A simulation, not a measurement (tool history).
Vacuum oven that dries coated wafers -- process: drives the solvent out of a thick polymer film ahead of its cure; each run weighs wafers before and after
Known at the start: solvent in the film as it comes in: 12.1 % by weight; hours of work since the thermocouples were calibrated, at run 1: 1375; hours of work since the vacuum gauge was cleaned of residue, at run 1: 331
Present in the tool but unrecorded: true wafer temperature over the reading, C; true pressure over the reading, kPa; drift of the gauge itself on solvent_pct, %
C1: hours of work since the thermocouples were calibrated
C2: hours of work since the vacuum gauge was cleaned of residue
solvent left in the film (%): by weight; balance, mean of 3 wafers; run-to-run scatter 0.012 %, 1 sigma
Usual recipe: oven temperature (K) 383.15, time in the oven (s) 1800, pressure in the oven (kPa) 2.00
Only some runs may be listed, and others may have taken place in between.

Run 1, day 0.000: usual settings; C1 1375; C2 331. Result: solvent left in the film (%) 3.39.
Run 2, day 0.654: usual settings; C1 1382; C2 339. Result: solvent left in the film (%) 3.39.
At day 1.292: oven's thermocouples calibrated.
Run 3, day 1.292: usual settings; C1 0; C2 345. Result: solvent left in the film (%) 3.40.
Run 4, day 1.767: usual settings; C1 6; C2 351. Result: solvent left in the film (%) 3.37.
Run 5, day 2.321: usual settings; C1 12; C2 357. Result: solvent left in the film (%) 3.39.
Run 6, day 2.871: usual settings; C1 18; C2 363. Result: solvent left in the film (%) 3.40.
Run 7, day 3.404: usual settings but oven temperature (K) 397.15; C1 25; C2 370. Result: solvent left in the film (%) 1.23.
Run 8, day 3.788: usual settings but oven temperature (K) 397.15; C1 29; C2 374. Result: solvent left in the film (%) 1.20.
Run 9, day 4.504: usual settings but pressure in the oven (kPa) 7.29; C1 37; C2 382. Result: solvent left in the film (%) 6.70.
Run 10, day 5.025: usual settings but pressure in the oven (kPa) 7.29; C1 43; C2 389. Result: solvent left in the film (%) 6.68.
Run 11, day 5.762: usual settings but pressure in the oven (kPa) 7.29; C1 52; C2 397. Result: solvent left in the film (%) 6.70.
Run 12, day 6.067: usual settings but pressure in the oven (kPa) 7.29; C1 56; C2 401. Result: solvent left in the film (%) 6.67.
Run 13, day 6.425: usual settings but pressure in the oven (kPa) 7.29; C1 60; C2 405. Result: solvent left in the film (%) 6.67.
Run 14, day 7.079: usual settings but oven temperature (K) 376.15; C1 67; C2 412. Result: solvent left in the film (%) 5.02.
Run 15, day 7.775: usual settings but oven temperature (K) 376.15; C1 75; C2 421. Result: solvent left in the film (%) 5.04.
Run 16, day 8.488: usual settings; C1 84; C2 429. Result: solvent left in the film (%) 3.39.
Run 17, day 9.204: usual settings; C1 92; C2 437. Result: solvent left in the film (%) 3.38.
Run 18, day 9.750: usual settings; C1 99; C2 444. Result: solvent left in the film (%) 3.39.
Run 19, day 10.196: usual settings but pressure in the oven (kPa) 5.31; C1 104; C2 449. Result: solvent left in the film (%) 5.44.
Run 20, day 10.925: usual settings but pressure in the oven (kPa) 5.31; C1 112; C2 457. Result: solvent left in the film (%) 5.44.
Run 21, day 11.575: usual settings but oven temperature (K) 396.15, time in the oven (s) 1740, pressure in the oven (kPa) 4.01; C1 120; C2 465. Result: solvent left in the film (%) 2.29.
Run 22, day 12.046: usual settings but oven temperature (K) 396.15, time in the oven (s) 1740, pressure in the oven (kPa) 4.01; C1 125; C2 470. Result: solvent left in the film (%) 2.30.
Run 23, day 12.512: usual settings but oven temperature (K) 397.15, time in the oven (s) 1740, pressure in the oven (kPa) 4.01; C1 131; C2 476. Result: solvent left in the film (%) 2.20.
Run 24, day 13.233: usual settings but oven temperature (K) 373.15, time in the oven (s) 2160, pressure in the oven (kPa) 5.72; C1 139; C2 484. Result: solvent left in the film (%) 8.00.
Run 25, day 13.562: usual settings but oven temperature (K) 379.15, time in the oven (s) 2760, pressure in the oven (kPa) 1.52; C1 143; C2 488. Result: solvent left in the film (%) 2.75.
Run 26, day 14.308: usual settings but oven temperature (K) 394.15, time in the oven (s) 960, pressure in the oven (kPa) 3.46; C1 152; C2 497. Result: solvent left in the film (%) 3.52.
Run 27, day 14.742: usual settings but oven temperature (K) 394.15, time in the oven (s) 960, pressure in the oven (kPa) 3.46; C1 157; C2 502. Result: solvent left in the film (%) 3.52.
Run 28, day 15.367: usual settings but oven temperature (K) 393.15, time in the oven (s) 2520, pressure in the oven (kPa) 1.28; C1 164; C2 509. Result: solvent left in the film (%) 0.89.
Run 29, day 15.917: usual settings but oven temperature (K) 392.15, time in the oven (s) 2400, pressure in the oven (kPa) 3.34; C1 170; C2 515. Result: solvent left in the film (%) 2.13.
Run 30, day 16.217: usual settings but oven temperature (K) 390.15, pressure in the oven (kPa) 7.23; C1 174; C2 519. Result: solvent left in the film (%) 4.92.
Run 31, day 16.575: usual settings but oven temperature (K) 390.15, pressure in the oven (kPa) 7.23; C1 178; C2 523. Result: solvent left in the film (%) 4.92.

Run 32 has not been measured yet. What should we expect?
Run 32, day 16.929: usual settings but oven temperature (K) 390.15, time in the oven (s) 1260, pressure in the oven (kPa) 7.23; C1 182; C2 527. Result: solvent left in the film (%) ?.

For run 32 the tool returned solvent left in the film (%) 5.54.
Were there no unlogged condition in the tool, this run, its random variation unchanged, would have produced solvent left in the film (%) 5.53.
